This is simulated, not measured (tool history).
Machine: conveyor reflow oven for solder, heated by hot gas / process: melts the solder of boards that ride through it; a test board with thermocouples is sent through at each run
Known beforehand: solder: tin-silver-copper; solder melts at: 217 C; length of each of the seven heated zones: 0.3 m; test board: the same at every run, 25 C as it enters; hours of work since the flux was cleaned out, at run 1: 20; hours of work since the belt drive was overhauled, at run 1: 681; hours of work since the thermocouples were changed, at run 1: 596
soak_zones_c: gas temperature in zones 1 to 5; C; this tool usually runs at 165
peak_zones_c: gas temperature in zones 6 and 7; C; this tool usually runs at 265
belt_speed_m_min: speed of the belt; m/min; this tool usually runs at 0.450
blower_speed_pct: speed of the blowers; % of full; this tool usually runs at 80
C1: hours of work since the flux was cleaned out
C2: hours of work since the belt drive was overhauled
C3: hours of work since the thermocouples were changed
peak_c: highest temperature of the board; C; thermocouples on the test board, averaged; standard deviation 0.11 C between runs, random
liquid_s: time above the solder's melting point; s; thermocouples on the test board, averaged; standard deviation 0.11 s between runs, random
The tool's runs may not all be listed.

run 1 hour=0.0 | soak_zones_c=165 peak_zones_c=265 belt_speed_m_min=0.450 blower_speed_pct=80 | C1=20 C2=681 C3=596 | peak_c=251.3 liquid_s=57.1
run 2 hour=29.6 | soak_zones_c=165 peak_zones_c=265 belt_speed_m_min=0.450 blower_speed_pct=80 | C1=34 C2=695 C3=610 | peak_c=251.2 liquid_s=56.8
run 3 hour=56.0 | soak_zones_c=165 peak_zones_c=265 belt_speed_m_min=0.450 blower_speed_pct=80 | C1=47 C2=708 C3=623 | peak_c=251.6 liquid_s=57.0
run 4 hour=77.4 | soak_zones_c=165 peak_zones_c=265 belt_speed_m_min=0.450 blower_speed_pct=81 | C1=57 C2=718 C3=633 | peak_c=251.3 liquid_s=57.1
run 5 hour=105.5 | soak_zones_c=165 peak_zones_c=265 belt_speed_m_min=0.450 blower_speed_pct=80 | C1=71 C2=731 C3=646 | peak_c=251.4 liquid_s=57.1
run 6 hour=129.8 | soak_zones_c=165 peak_zones_c=265 belt_speed_m_min=0.360 blower_speed_pct=80 | C1=83 C2=743 C3=658 | peak_c=257.1 liquid_s=78.7
run 7 hour=152.6 | soak_zones_c=165 peak_zones_c=265 belt_speed_m_min=0.360 blower_speed_pct=80 | C1=93 C2=754 C3=669 | peak_c=257.0 liquid_s=78.6
run 8 hour=176.9 | soak_zones_c=165 peak_zones_c=265 belt_speed_m_min=0.360 blower_speed_pct=80 | C1=105 C2=766 C3=681 | peak_c=257.0 liquid_s=78.8
run 9 hour=208.6 | soak_zones_c=165 peak_zones_c=265 belt_speed_m_min=0.360 blower_speed_pct=80 | C1=120 C2=781 C3=696 | peak_c=256.9 liquid_s=78.5
run 10 hour=228.4 | soak_zones_c=165 peak_zones_c=265 belt_speed_m_min=0.450 blower_speed_pct=80 | C1=130 C2=790 C3=705 | peak_c=251.3 liquid_s=57.0
run 11 hour=253.7 | soak_zones_c=165 peak_zones_c=265 belt_speed_m_min=0.376 blower_speed_pct=80 | C1=142 C2=802 C3=718 | peak_c=256.1 liquid_s=74.3
run 12 hour=283.3 | soak_zones_c=165 peak_zones_c=265 belt_speed_m_min=0.376 blower_speed_pct=80 | C1=156 C2=817 C3=732 | peak_c=255.9 liquid_s=74.2
run 13 hour=314.3 | soak_zones_c=165 peak_zones_c=278 belt_speed_m_min=0.450 blower_speed_pct=80 | C1=171 C2=832 C3=747 | peak_c=263.3 liquid_s=64.6
run 14 hour=342.1 | soak_zones_c=165 peak_zones_c=278 belt_speed_m_min=0.450 blower_speed_pct=80 | C1=184 C2=845 C3=760 | peak_c=263.2 liquid_s=64.5
run 15 hour=360.1 | soak_zones_c=174 peak_zones_c=265 belt_speed_m_min=0.388 blower_speed_pct=75 | C1=193 C2=854 C3=769 | peak_c=255.7 liquid_s=74.4
run 16 hour=385.4 | soak_zones_c=174 peak_zones_c=265 belt_speed_m_min=0.388 blower_speed_pct=75 | C1=205 C2=866 C3=781 | peak_c=255.7 liquid_s=74.5
run 17 hour=418.6 | soak_zones_c=167 peak_zones_c=270 belt_speed_m_min=0.462 blower_speed_pct=57 | C1=221 C2=882 C3=797 | peak_c=251.1 liquid_s=54.4
run 18 hour=443.0 | soak_zones_c=165 peak_zones_c=254 belt_speed_m_min=0.396 blower_speed_pct=80 | C1=233 C2=893 C3=808 | peak_c=244.8 liquid_s=60.7
run 19 hour=460.7 | soak_zones_c=165 peak_zones_c=254 belt_speed_m_min=0.396 blower_speed_pct=80 | C1=241 C2=902 C3=817 | peak_c=244.4 liquid_s=60.7
run 20 hour=488.2 | soak_zones_c=165 peak_zones_c=265 belt_speed_m_min=0.399 blower_speed_pct=67 | C1=255 C2=915 C3=830 | peak_c=252.7 liquid_s=66.3
run 21 hour=517.6 | soak_zones_c=169 peak_zones_c=269 belt_speed_m_min=0.449 blower_speed_pct=56 | C1=269 C2=929 C3=844 | peak_c=251.3 liquid_s=57.4
-- hour=529.0 flux residue cleaned out of gas plates and filters
run 22 hour=543.9 | soak_zones_c=165 peak_zones_c=272 belt_speed_m_min=0.450 blower_speed_pct=80 | C1=7 C2=939 C3=854 | peak_c=257.6 liquid_s=61.4
run 23 hour=563.2 | soak_zones_c=165 peak_zones_c=272 belt_speed_m_min=0.450 blower_speed_pct=80 | C1=16 C2=949 C3=864 | peak_c=257.6 liquid_s=61.2
run 24 hour=593.7 | soak_zones_c=160 peak_zones_c=280 belt_speed_m_min=0.450 blower_speed_pct=80 | C1=31 C2=963 C3=878 | peak_c=264.4 liquid_s=63.8
run 25 hour=624.5 | soak_zones_c=153 peak_zones_c=259 belt_speed_m_min=0.441 blower_speed_pct=83 | C1=46 C2=978 C3=893 | peak_c=245.3 liquid_s=50.0

Run 26 is up next; what results do you expect?
run 26 hour=646.6 | soak_zones_c=153 peak_zones_c=259 belt_speed_m_min=0.441 blower_speed_pct=83 | C1=56 C2=989 C3=904 | peak_c=? liquid_s=?

peak_c: 245.3 C
liquid_s: 49.8 s
The same run, on a tool lacking any hidden state, would have yielded peak_c 245.2 C, liquid_s 49.8 s.
